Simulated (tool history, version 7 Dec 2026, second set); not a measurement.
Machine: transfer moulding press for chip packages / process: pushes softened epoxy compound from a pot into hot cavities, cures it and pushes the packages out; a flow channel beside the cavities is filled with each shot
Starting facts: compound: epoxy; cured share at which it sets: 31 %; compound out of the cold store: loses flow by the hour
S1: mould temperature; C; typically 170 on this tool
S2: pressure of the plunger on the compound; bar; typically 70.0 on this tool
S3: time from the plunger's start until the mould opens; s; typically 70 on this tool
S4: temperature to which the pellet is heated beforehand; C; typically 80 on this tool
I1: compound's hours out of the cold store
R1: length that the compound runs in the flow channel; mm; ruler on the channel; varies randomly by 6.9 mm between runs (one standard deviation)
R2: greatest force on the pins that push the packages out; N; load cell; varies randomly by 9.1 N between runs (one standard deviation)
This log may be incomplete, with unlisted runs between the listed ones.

| run | hour | S1 | S2 | S3 | S4 | I1 | R1 | R2 |
|---|---|---|---|---|---|---|---|---|
| 1 | 0.0 | 170 | 70.0 | 70 | 80 | 19.9 | 821 | 542 |
| 2 | 8.0 | 170 | 70.0 | 70 | 80 | 33.2 | 761 | 568 |
| 3 | 17.5 | 170 | 70.0 | 70 | 80 | 22.9 | 807 | 593 |
|  | 25.2 | cavities cleaned with cleaning compound and waxed |
| 4 | 31.0 | 170 | 70.0 | 104 | 80 | 39.2 | 720 | 333 |
| 5 | 37.5 | 170 | 67.2 | 70 | 80 | 22.3 | 790 | 464 |
| 6 | 47.3 | 170 | 70.0 | 70 | 88 | 16.3 | 831 | 518 |
| 7 | 55.9 | 170 | 70.1 | 70 | 80 | 39.8 | 727 | 516 |
| 8 | 62.2 | 170 | 70.1 | 70 | 80 | 21.5 | 812 | 563 |
| 9 | 73.4 | 170 | 70.1 | 70 | 80 | 10.4 | 869 | 559 |
| 10 | 80.3 | 164 | 70.0 | 70 | 80 | 34.5 | 772 | 837 |
| 11 | 87.3 | 164 | 70.0 | 70 | 80 | 24.2 | 815 | 867 |
|  | 90.9 | cavities cleaned with cleaning compound and waxed |
| 12 | 95.7 | 164 | 70.0 | 70 | 80 | 19.7 | 834 | 679 |
| 13 | 106.6 | 164 | 70.0 | 70 | 80 | 43.8 | 728 | 664 |
|  | 109.3 | mould's thermocouples calibrated |
| 14 | 114.4 | 170 | 70.0 | 70 | 80 | 46.2 | 693 | 465 |
| 15 | 123.3 | 170 | 70.0 | 70 | 80 | 20.0 | 794 | 514 |
| 16 | 135.2 | 170 | 70.0 | 70 | 80 | 47.2 | 677 | 521 |
| 17 | 146.4 | 170 | 65.7 | 110 | 74 | 24.3 | 754 | 451 |
| 18 | 152.7 | 170 | 64.1 | 70 | 80 | 30.8 | 718 | 559 |
|  | 158.6 | cavities cleaned with cleaning compound and waxed |
| 19 | 161.0 | 167 | 75.3 | 108 | 74 | 47.7 | 709 | 319 |
| 20 | 169.4 | 168 | 75.3 | 64 | 84 | 12.7 | 879 | 645 |
| 21 | 174.7 | 168 | 75.3 | 64 | 84 | 28.6 | 787 | 639 |
| 22 | 180.9 | 168 | 75.3 | 64 | 84 | 21.8 | 821 | 685 |
|  | 185.4 | mould's thermocouples calibrated, once more |
| 23 | 192.2 | 165 | 70.0 | 70 | 80 | 42.2 | 717 | 719 |
| 24 | 197.4 | 170 | 70.0 | 71 | 71 | 15.1 | 813 | 583 |
|  | 210.1 | plunger's sealing rings changed |
| 25 | 211.9 | 170 | 70.0 | 80 | 76 | 44.1 | 727 | 474 |
| 26 | 219.0 | 170 | 76.3 | 70 | 80 | 25.4 | 849 | 576 |
|  | 229.3 | cavities cleaned with cleaning compound and waxed |
| 27 | 229.8 | 170 | 70.0 | 107 | 80 | 9.2 | 901 | 318 |
| 28 | 241.0 | 172 | 70.0 | 70 | 87 | 25.3 | 803 | 403 |
| 29 | 246.5 | 164 | 57.9 | 58 | 89 | 23.8 | 774 | 1099 |

Consider 4 possible next runs. They are alternatives, not a sequence: every one starts from the tool as it was left by run 29. What does each give?
| A | 253.6 | 166 | 62.3 | 94 | 80 | 35.9 | ? | ? |
| B | 253.6 | 178 | 56.6 | 70 | 89 | 38.7 | ? | ? |
| C | 253.6 | 170 | 70.9 | 70 | 80 | 45.8 | ? | ? |
| D | 253.6 | 164 | 57.9 | 97 | 80 | 35.2 | ? | ? |

| run | R1 | R2 |
|---|---|---|
| A | 743 | 434 |
| B | 639 | 401 |
| C | 719 | 488 |
| D | 723 | 456 |
Without the tool's unlogged condition, the same runs would have read:
| run | R1 | R2 |
|---|---|---|
| A | 752 | 347 |
| B | 646 | 319 |
| C | 727 | 391 |
| D | 731 | 365 |
